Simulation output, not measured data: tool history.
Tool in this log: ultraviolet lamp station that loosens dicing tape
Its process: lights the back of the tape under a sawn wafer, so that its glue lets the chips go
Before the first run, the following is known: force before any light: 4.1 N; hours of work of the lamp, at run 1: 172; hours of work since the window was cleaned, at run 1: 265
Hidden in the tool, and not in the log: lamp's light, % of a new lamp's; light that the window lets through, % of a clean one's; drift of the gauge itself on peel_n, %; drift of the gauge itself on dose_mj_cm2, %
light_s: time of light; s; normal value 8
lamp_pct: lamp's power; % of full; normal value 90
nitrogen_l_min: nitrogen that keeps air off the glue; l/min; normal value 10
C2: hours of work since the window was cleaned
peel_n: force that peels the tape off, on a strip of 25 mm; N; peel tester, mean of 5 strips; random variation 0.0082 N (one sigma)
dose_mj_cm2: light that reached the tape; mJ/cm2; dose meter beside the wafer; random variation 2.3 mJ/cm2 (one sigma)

run 1 hour=0 | light_s=8 lamp_pct=90 nitrogen_l_min=10 | hours_of_work_of_the_lamp=172 C2=265 | peel_n=0.383 dose_mj_cm2=195
run 2 hour=10.1 | light_s=8 lamp_pct=90 nitrogen_l_min=10 | hours_of_work_of_the_lamp=178 C2=271 | peel_n=0.382 dose_mj_cm2=196
run 3 hour=26.7 | light_s=8 lamp_pct=90 nitrogen_l_min=10 | hours_of_work_of_the_lamp=188 C2=281 | peel_n=0.41 dose_mj_cm2=198
run 4 hour=38.2 | light_s=9 lamp_pct=90 nitrogen_l_min=10 | hours_of_work_of_the_lamp=195 C2=288 | peel_n=0.344 dose_mj_cm2=221
run 5 hour=55 | light_s=9 lamp_pct=90 nitrogen_l_min=10 | hours_of_work_of_the_lamp=205 C2=299 | peel_n=0.322 dose_mj_cm2=220
run 6 hour=62.8 | light_s=9 lamp_pct=90 nitrogen_l_min=10 | hours_of_work_of_the_lamp=210 C2=303 | peel_n=0.339 dose_mj_cm2=217
run 7 hour=77 | light_s=8 lamp_pct=67 nitrogen_l_min=3 | hours_of_work_of_the_lamp=219 C2=312 | peel_n=1.225 dose_mj_cm2=145
run 8 hour=94 | light_s=8 lamp_pct=67 nitrogen_l_min=3 | hours_of_work_of_the_lamp=229 C2=322 | peel_n=1.186 dose_mj_cm2=142
run 9 hour=107.8 | light_s=11 lamp_pct=67 nitrogen_l_min=5 | hours_of_work_of_the_lamp=237 C2=330 | peel_n=0.617 dose_mj_cm2=198
run 10 hour=116.6 | light_s=11 lamp_pct=90 nitrogen_l_min=10 | hours_of_work_of_the_lamp=243 C2=336 | peel_n=0.258 dose_mj_cm2=267

5 ways to go on from here, each from the tool as it stands after run 10. What would each give?
run A hour=135 | light_s=6 lamp_pct=91 nitrogen_l_min=4 | hours_of_work_of_the_lamp=254 C2=347 | peel_n=? dose_mj_cm2=?
run B hour=135 | light_s=11 lamp_pct=90 nitrogen_l_min=6 | hours_of_work_of_the_lamp=254 C2=347 | peel_n=? dose_mj_cm2=?
run C hour=135 | light_s=15 lamp_pct=64 nitrogen_l_min=10 | hours_of_work_of_the_lamp=254 C2=347 | peel_n=? dose_mj_cm2=?
run D hour=135 | light_s=11 lamp_pct=64 nitrogen_l_min=5 | hours_of_work_of_the_lamp=254 C2=347 | peel_n=? dose_mj_cm2=?
run E hour=135 | light_s=8 lamp_pct=79 nitrogen_l_min=11 | hours_of_work_of_the_lamp=254 C2=347 | peel_n=? dose_mj_cm2=?

run=A peel_n=1.083 dose_mj_cm2=147
run=B peel_n=0.328 dose_mj_cm2=266
run=C peel_n=0.265 dose_mj_cm2=253
run=D peel_n=0.637 dose_mj_cm2=189
run=E peel_n=0.511 dose_mj_cm2=168
With no hidden state in the tool, these same runs would have given:
run=A peel_n=0.873 dose_mj_cm2=172
run=B peel_n=0.252 dose_mj_cm2=312
run=C peel_n=0.214 dose_mj_cm2=297
run=D peel_n=0.487 dose_mj_cm2=222
run=E peel_n=0.388 dose_mj_cm2=197

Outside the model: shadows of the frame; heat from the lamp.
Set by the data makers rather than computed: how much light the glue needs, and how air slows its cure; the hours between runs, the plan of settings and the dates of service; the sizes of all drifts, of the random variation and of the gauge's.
